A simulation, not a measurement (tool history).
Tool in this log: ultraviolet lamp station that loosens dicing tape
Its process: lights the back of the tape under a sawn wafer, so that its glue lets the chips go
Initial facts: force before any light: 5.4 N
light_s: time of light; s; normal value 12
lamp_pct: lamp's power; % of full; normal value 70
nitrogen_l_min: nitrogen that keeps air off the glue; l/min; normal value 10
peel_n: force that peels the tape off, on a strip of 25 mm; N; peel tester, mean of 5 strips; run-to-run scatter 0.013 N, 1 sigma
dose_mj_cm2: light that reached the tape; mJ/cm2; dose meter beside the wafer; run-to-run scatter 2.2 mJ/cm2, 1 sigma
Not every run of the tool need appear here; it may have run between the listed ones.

run 1 hour=0 | light_s=12 lamp_pct=70 nitrogen_l_min=10 | peel_n=0.724 dose_mj_cm2=161
run 2 hour=50.4 | light_s=12 lamp_pct=70 nitrogen_l_min=10 | peel_n=0.781 dose_mj_cm2=157
-- hour=88.8 window cleaned of glue's vapour
run 3 hour=136.9 | light_s=12 lamp_pct=70 nitrogen_l_min=10 | peel_n=0.91 dose_mj_cm2=142
run 4 hour=186.4 | light_s=12 lamp_pct=70 nitrogen_l_min=10 | peel_n=0.936 dose_mj_cm2=139
-- hour=251.4 window cleaned of glue's vapour, once more
run 5 hour=251.7 | light_s=12 lamp_pct=70 nitrogen_l_min=10 | peel_n=0.672 dose_mj_cm2=169
run 6 hour=348.6 | light_s=15 lamp_pct=70 nitrogen_l_min=10 | peel_n=0.459 dose_mj_cm2=204
run 7 hour=425.4 | light_s=12 lamp_pct=86 nitrogen_l_min=10 | peel_n=0.537 dose_mj_cm2=195
run 8 hour=496.7 | light_s=12 lamp_pct=86 nitrogen_l_min=11 | peel_n=0.526 dose_mj_cm2=187
run 9 hour=569.6 | light_s=12 lamp_pct=86 nitrogen_l_min=11 | peel_n=0.562 dose_mj_cm2=180
run 10 hour=646.9 | light_s=12 lamp_pct=70 nitrogen_l_min=10 | peel_n=0.922 dose_mj_cm2=138
-- hour=685.2 window cleaned of glue's vapour
run 11 hour=698.7 | light_s=7 lamp_pct=70 nitrogen_l_min=10 | peel_n=1.676 dose_mj_cm2=90
run 12 hour=748.8 | light_s=12 lamp_pct=63 nitrogen_l_min=10 | peel_n=0.978 dose_mj_cm2=134
run 13 hour=835.6 | light_s=12 lamp_pct=70 nitrogen_l_min=10 | peel_n=0.861 dose_mj_cm2=148
run 14 hour=910 | light_s=12 lamp_pct=70 nitrogen_l_min=10 | peel_n=0.946 dose_mj_cm2=140
run 15 hour=958 | light_s=12 lamp_pct=70 nitrogen_l_min=10 | peel_n=1.003 dose_mj_cm2=136
run 16 hour=1003.5 | light_s=12 lamp_pct=77 nitrogen_l_min=10 | peel_n=0.909 dose_mj_cm2=145
run 17 hour=1075 | light_s=12 lamp_pct=70 nitrogen_l_min=3 | peel_n=2.049 dose_mj_cm2=123
-- hour=1113.5 window cleaned of glue's vapour
run 18 hour=1134.6 | light_s=12 lamp_pct=70 nitrogen_l_min=10 | peel_n=0.967 dose_mj_cm2=140
run 19 hour=1191.9 | light_s=12 lamp_pct=70 nitrogen_l_min=10 | peel_n=0.988 dose_mj_cm2=138
run 20 hour=1252.9 | light_s=12 lamp_pct=96 nitrogen_l_min=10 | peel_n=0.588 dose_mj_cm2=180
run 21 hour=1353.5 | light_s=12 lamp_pct=96 nitrogen_l_min=10 | peel_n=0.653 dose_mj_cm2=172
run 22 hour=1427.2 | light_s=12 lamp_pct=74 nitrogen_l_min=12 | peel_n=1.017 dose_mj_cm2=129
run 23 hour=1523.5 | light_s=12 lamp_pct=74 nitrogen_l_min=12 | peel_n=1.084 dose_mj_cm2=120
-- hour=1545.2 window cleaned of glue's vapour
run 24 hour=1611.1 | light_s=10 lamp_pct=72 nitrogen_l_min=10 | peel_n=1.436 dose_mj_cm2=102
run 25 hour=1694.8 | light_s=10 lamp_pct=82 nitrogen_l_min=14 | peel_n=1.106 dose_mj_cm2=112
run 26 hour=1782.5 | light_s=12 lamp_pct=92 nitrogen_l_min=8 | peel_n=1.017 dose_mj_cm2=141
run 27 hour=1846.5 | light_s=12 lamp_pct=92 nitrogen_l_min=8 | peel_n=1.077 dose_mj_cm2=138
run 28 hour=1929 | light_s=9 lamp_pct=79 nitrogen_l_min=8 | peel_n=2.046 dose_mj_cm2=86
-- hour=1973.9 window cleaned of glue's vapour
run 29 hour=1988.8 | light_s=9 lamp_pct=79 nitrogen_l_min=8 | peel_n=1.824 dose_mj_cm2=95
run 30 hour=2031.5 | light_s=9 lamp_pct=79 nitrogen_l_min=9 | peel_n=1.762 dose_mj_cm2=91
-- hour=2056.5 lamp changed
run 31 hour=2092.4 | light_s=9 lamp_pct=79 nitrogen_l_min=9 | peel_n=0.915 dose_mj_cm2=145
run 32 hour=2141.6 | light_s=8 lamp_pct=72 nitrogen_l_min=10 | peel_n=1.192 dose_mj_cm2=115
run 33 hour=2190 | light_s=8 lamp_pct=70 nitrogen_l_min=10 | peel_n=1.36 dose_mj_cm2=111
run 34 hour=2236.3 | light_s=14 lamp_pct=67 nitrogen_l_min=10 | peel_n=0.568 dose_mj_cm2=181
run 35 hour=2287.8 | light_s=14 lamp_pct=67 nitrogen_l_min=10 | peel_n=0.635 dose_mj_cm2=179
run 36 hour=2360.1 | light_s=10 lamp_pct=79 nitrogen_l_min=10 | peel_n=0.888 dose_mj_cm2=140
-- hour=2405.8 window cleaned of glue's vapour
run 37 hour=2452.2 | light_s=10 lamp_pct=79 nitrogen_l_min=10 | peel_n=0.809 dose_mj_cm2=156
run 38 hour=2540.1 | light_s=12 lamp_pct=91 nitrogen_l_min=8 | peel_n=0.54 dose_mj_cm2=203
run 39 hour=2587.5 | light_s=12 lamp_pct=91 nitrogen_l_min=8 | peel_n=0.573 dose_mj_cm2=202
run 40 hour=2663 | light_s=12 lamp_pct=66 nitrogen_l_min=12 | peel_n=0.837 dose_mj_cm2=140
run 41 hour=2712.7 | light_s=19 lamp_pct=73 nitrogen_l_min=12 | peel_n=0.283 dose_mj_cm2=234
run 42 hour=2775.7 | light_s=19 lamp_pct=73 nitrogen_l_min=12 | peel_n=0.296 dose_mj_cm2=228

Consider 5 possible next runs. They are alternatives, not a sequence: every one starts from the tool as it was left by run 42. What does each give?
run A hour=2820.5 | light_s=15 lamp_pct=66 nitrogen_l_min=5 | peel_n=? dose_mj_cm2=?
run B hour=2820.5 | light_s=19 lamp_pct=73 nitrogen_l_min=4 | peel_n=? dose_mj_cm2=?
run C hour=2820.5 | light_s=19 lamp_pct=67 nitrogen_l_min=8 | peel_n=? dose_mj_cm2=?
run D hour=2820.5 | light_s=19 lamp_pct=83 nitrogen_l_min=12 | peel_n=? dose_mj_cm2=?
run E hour=2820.5 | light_s=12 lamp_pct=71 nitrogen_l_min=10 | peel_n=? dose_mj_cm2=?

run=A peel_n=1.204 dose_mj_cm2=163
run=B peel_n=0.805 dose_mj_cm2=227
run=C peel_n=0.516 dose_mj_cm2=206
run=D peel_n=0.241 dose_mj_cm2=256
run=E peel_n=0.953 dose_mj_cm2=143
Without the tool's hidden state the same runs would have given:
run=A peel_n=0.759 dose_mj_cm2=216
run=B peel_n=0.466 dose_mj_cm2=302
run=C peel_n=0.281 dose_mj_cm2=274
run=D peel_n=0.145 dose_mj_cm2=339
run=E peel_n=0.57 dose_mj_cm2=189

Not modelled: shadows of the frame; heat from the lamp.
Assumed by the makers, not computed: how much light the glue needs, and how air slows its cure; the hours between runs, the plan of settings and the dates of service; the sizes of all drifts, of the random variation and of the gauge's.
